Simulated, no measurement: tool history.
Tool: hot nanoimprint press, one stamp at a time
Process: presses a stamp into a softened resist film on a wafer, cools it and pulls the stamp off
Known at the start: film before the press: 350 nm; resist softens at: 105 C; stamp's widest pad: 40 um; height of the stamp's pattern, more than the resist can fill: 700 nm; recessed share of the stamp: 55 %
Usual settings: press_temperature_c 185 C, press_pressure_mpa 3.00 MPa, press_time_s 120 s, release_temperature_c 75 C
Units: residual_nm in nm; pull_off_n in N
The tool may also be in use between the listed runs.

Run 1, day 0.000: usual settings. Result: residual_nm 154.0 nm, pull_off_n 194 N.
Run 2, day 1.008: usual settings but release_temperature_c 64 C. Result: residual_nm 154.8 nm, pull_off_n 223 N.
Run 3, day 2.012: usual settings but release_temperature_c 64 C. Result: residual_nm 153.5 nm, pull_off_n 232 N.
Run 4, day 2.783: usual settings but release_temperature_c 67 C. Result: residual_nm 153.6 nm, pull_off_n 232 N.
Run 5, day 3.983: usual settings but release_temperature_c 67 C. Result: residual_nm 153.0 nm, pull_off_n 235 N.
At day 4.304: stamp cleaned and given a new release coat.
Run 6, day 5.462: usual settings but press_time_s 112 s, release_temperature_c 67 C. Result: residual_nm 156.5 nm, pull_off_n 167 N.
Run 7, day 6.400: usual settings but press_temperature_c 190 C. Result: residual_nm 132.2 nm, pull_off_n 161 N.
Run 8, day 7.208: usual settings but press_temperature_c 190 C. Result: residual_nm 131.9 nm, pull_off_n 164 N.
Run 9, day 7.838: usual settings but press_temperature_c 190 C. Result: residual_nm 132.1 nm, pull_off_n 163 N.
Run 10, day 8.512: usual settings but press_temperature_c 190 C. Result: residual_nm 130.9 nm, pull_off_n 170 N.
Run 11, day 9.592: usual settings but press_time_s 79 s. Result: residual_nm 174.8 nm, pull_off_n 178 N.
Run 12, day 10.458: usual settings but press_time_s 79 s. Result: residual_nm 175.6 nm, pull_off_n 174 N.
At day 10.667: plate thermocouple calibrated.
Run 13, day 11.412: usual settings but press_time_s 110 s, release_temperature_c 66 C. Result: residual_nm 163.4 nm, pull_off_n 213 N.
Run 14, day 12.621: usual settings but press_time_s 110 s, release_temperature_c 66 C. Result: residual_nm 161.6 nm, pull_off_n 219 N.
Run 15, day 13.738: usual settings but press_temperature_c 190 C, press_pressure_mpa 1.95 MPa, press_time_s 172 s, release_temperature_c 77 C. Result: residual_nm 150.6 nm, pull_off_n 195 N.
Run 16, day 14.946: usual settings but press_temperature_c 177 C, press_pressure_mpa 3.14 MPa, press_time_s 197 s, release_temperature_c 73 C. Result: residual_nm 168.9 nm, pull_off_n 208 N.
Run 17, day 15.812: usual settings but press_time_s 142 s, release_temperature_c 76 C. Result: residual_nm 148.9 nm, pull_off_n 197 N.
Run 18, day 17.008: usual settings but press_time_s 142 s, release_temperature_c 66 C. Result: residual_nm 149.2 nm, pull_off_n 239 N.
At day 17.692: stamp cleaned and given a new release coat.
Run 19, day 18.212: usual settings but press_temperature_c 183 C, press_pressure_mpa 2.61 MPa, press_time_s 142 s, release_temperature_c 66 C. Result: residual_nm 169.8 nm, pull_off_n 170 N.

Hidden state or all else? Some run-to-run changes of residual_nm, split into what the settings, what came in and random variation would give without the hidden state, and what is left for the hidden state (with any gauge scatter that isn't in both results):
The hidden state here: true temperature over the reading, C; pressure that arrives at the usual setting, %; grip of the stamp's worn release coat, % over a new coat's; drift of the gauge itself on residual_nm, %; drift of the gauge itself on pull_off_n, %.
Run 10 -> 11: press_temperature_c 190 -> 185, press_time_s 120 -> 79. residual_nm +43.9 nm: hidden state -0.9, all else +44.8.
Run 12 -> 13: press_time_s 79 -> 110, release_temperature_c 75 -> 66, plate thermocouple calibrated. residual_nm -12.2 nm: hidden state +6.3, all else -18.5.
